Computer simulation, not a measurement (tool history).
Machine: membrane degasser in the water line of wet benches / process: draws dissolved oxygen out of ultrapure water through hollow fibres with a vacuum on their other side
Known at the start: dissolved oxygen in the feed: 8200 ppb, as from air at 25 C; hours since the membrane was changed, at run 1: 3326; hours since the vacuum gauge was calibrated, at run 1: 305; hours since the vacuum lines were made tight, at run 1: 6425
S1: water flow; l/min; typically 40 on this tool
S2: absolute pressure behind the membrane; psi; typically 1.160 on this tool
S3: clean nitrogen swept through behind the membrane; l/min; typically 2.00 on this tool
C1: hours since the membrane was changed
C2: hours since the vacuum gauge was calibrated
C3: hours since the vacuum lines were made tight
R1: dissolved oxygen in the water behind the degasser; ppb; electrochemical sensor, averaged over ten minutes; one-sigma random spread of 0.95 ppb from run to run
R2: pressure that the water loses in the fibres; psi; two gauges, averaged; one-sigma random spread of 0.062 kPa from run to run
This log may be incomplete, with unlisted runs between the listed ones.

| run | day | S1 | S2 | S3 | C1 | C2 | C3 | R1 | R2 |
|---|---|---|---|---|---|---|---|---|---|
| 1 | 0.000 | 40 | 1.160 | 2.00 | 3326 | 305 | 6425 | 264.8 | 3.697 |
| 2 | 3.938 | 40 | 1.160 | 2.00 | 3420 | 399 | 6519 | 265.0 | 3.688 |
| 3 | 6.821 | 40 | 1.160 | 3.17 | 3490 | 468 | 6588 | 196.8 | 3.710 |
| 4 | 12.200 | 40 | 1.160 | 0.98 | 3619 | 597 | 6717 | 432.3 | 3.694 |
| 5 | 14.579 | 40 | 1.160 | 0.98 | 3676 | 654 | 6774 | 430.7 | 3.706 |
| 6 | 17.588 | 40 | 1.160 | 3.21 | 3748 | 727 | 6847 | 195.5 | 3.709 |
| 7 | 20.062 | 26 | 1.160 | 3.21 | 3807 | 786 | 6906 | 104.9 | 2.397 |
| 8 | 23.167 | 26 | 0.792 | 3.21 | 3882 | 861 | 6981 | 55.7 | 2.400 |
| 9 | 26.983 | 26 | 0.792 | 3.21 | 3974 | 952 | 7072 | 55.3 | 2.402 |
| 10 | 31.229 | 40 | 1.160 | 4.24 | 4075 | 1054 | 7174 | 164.2 | 3.703 |
| 11 | 33.733 | 40 | 1.160 | 3.98 | 4135 | 1114 | 7234 | 170.9 | 3.706 |
| 12 | 37.562 | 40 | 1.160 | 2.00 | 4227 | 1206 | 7326 | 266.2 | 3.707 |
| 13 | 41.617 | 27 | 2.753 | 3.33 | 4325 | 1303 | 7423 | 315.7 | 2.500 |
| 14 | 45.938 | 27 | 2.753 | 0.84 | 4428 | 1407 | 7527 | 973.8 | 2.511 |
| 15 | 50.396 | 46 | 1.899 | 2.00 | 4535 | 1514 | 7634 | 559.2 | 4.266 |
|  | 53.575 | seals of the vacuum lines changed |
| 16 | 54.742 | 46 | 1.899 | 2.00 | 4638 | 1616 | 28 | 557.6 | 4.266 |
| 17 | 60.046 | 33 | 2.400 | 0.89 | 4765 | 1744 | 155 | 947.1 | 3.059 |
| 18 | 63.888 | 26 | 1.262 | 3.73 | 4857 | 1836 | 248 | 103.1 | 2.409 |
| 19 | 67.929 | 26 | 1.262 | 3.73 | 4954 | 1933 | 344 | 103.0 | 2.413 |
| 20 | 71.162 | 24 | 1.160 | 2.00 | 5032 | 2010 | 422 | 141.3 | 2.244 |
| 21 | 74.804 | 42 | 2.763 | 1.71 | 5119 | 2098 | 509 | 835.2 | 3.893 |
| 22 | 79.962 | 42 | 2.763 | 1.71 | 5243 | 2222 | 633 | 836.8 | 3.883 |
| 23 | 84.121 | 54 | 1.658 | 1.71 | 5343 | 2321 | 733 | 655.0 | 5.005 |
| 24 | 89.438 | 40 | 1.160 | 5.14 | 5470 | 2449 | 861 | 149.0 | 3.710 |

Some steps in R1 between neighbouring runs. How much of each would the tool show without its hidden state too (settings, what came in, random variation), and how much is left for the hidden state, with any gauge scatter that isn't in both results?
The tool's hidden condition here consists of: membrane still open, %; true pressure behind the membrane over the reading, kPa; air that leaks in behind the membrane, l/min; drift of the gauge itself on oxygen_ppb, %; drift of the gauge itself on loss_of_pressure_kpa, %.
Run 17 -> 18: S1 33 -> 26, S2 2.400 -> 1.262, S3 0.89 -> 3.73. R1 -844.0 ppb: hidden state -3.4, all else -840.6.
Run 20 -> 21: S1 24 -> 42, S2 1.160 -> 2.763, S3 2.00 -> 1.71. R1 +693.9 ppb: hidden state +4.9, all else +689.0.
Run 23 -> 24: S1 54 -> 40, S2 1.658 -> 1.160, S3 1.71 -> 5.14. R1 -506.0 ppb: hidden state -6.5, all else -499.5.
